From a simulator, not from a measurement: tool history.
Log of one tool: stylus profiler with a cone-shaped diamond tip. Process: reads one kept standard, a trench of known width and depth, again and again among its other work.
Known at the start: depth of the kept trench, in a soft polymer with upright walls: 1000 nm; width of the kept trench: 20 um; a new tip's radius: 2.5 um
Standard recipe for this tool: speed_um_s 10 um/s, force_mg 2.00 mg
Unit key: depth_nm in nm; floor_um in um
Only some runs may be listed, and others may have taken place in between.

run 1 hour=0.0 | speed_um_s=10 force_mg=2.00 | depth_nm=1005.84 floor_um=14.78
run 2 hour=14.8 | speed_um_s=10 force_mg=4.21 | depth_nm=1010.84 floor_um=14.74
run 3 hour=32.1 | speed_um_s=10 force_mg=4.21 | depth_nm=1010.69 floor_um=14.69
run 4 hour=41.8 | speed_um_s=2 force_mg=2.00 | depth_nm=1004.90 floor_um=14.71
run 5 hour=53.2 | speed_um_s=2 force_mg=2.00 | depth_nm=1005.72 floor_um=14.70
run 6 hour=63.6 | speed_um_s=2 force_mg=2.00 | depth_nm=1005.70 floor_um=14.76
run 7 hour=72.5 | speed_um_s=2 force_mg=1.16 | depth_nm=1002.71 floor_um=14.63
run 8 hour=86.5 | speed_um_s=2 force_mg=1.16 | depth_nm=1003.13 floor_um=14.64
run 9 hour=97.0 | speed_um_s=2 force_mg=1.16 | depth_nm=1002.79 floor_um=14.64
-- hour=98.4 height scale calibrated on a step standard
run 10 hour=108.1 | speed_um_s=22 force_mg=2.96 | depth_nm=1006.69 floor_um=14.48
run 11 hour=118.6 | speed_um_s=22 force_mg=2.96 | depth_nm=1006.31 floor_um=14.57
run 12 hour=126.8 | speed_um_s=14 force_mg=2.64 | depth_nm=1005.40 floor_um=14.52
-- hour=131.5 height scale calibrated on a step standard, once more
run 13 hour=141.2 | speed_um_s=21 force_mg=2.64 | depth_nm=1009.57 floor_um=14.54

Here are 3 independent what-if runs from the current tool condition. What would each one return?
run A hour=148.9 | speed_um_s=11 force_mg=2.00 | depth_nm=? floor_um=?
run B hour=148.9 | speed_um_s=13 force_mg=5.12 | depth_nm=? floor_um=?
run C hour=148.9 | speed_um_s=2 force_mg=0.95 | depth_nm=? floor_um=?

run=A depth_nm=1007.41 floor_um=14.60
run=B depth_nm=1014.69 floor_um=14.59
run=C depth_nm=1005.02 floor_um=14.62
With no hidden state in the tool, these same runs would have given:
run=A depth_nm=1007.70 floor_um=15.98
run=B depth_nm=1014.99 floor_um=15.97
run=C depth_nm=1005.31 floor_um=16.00
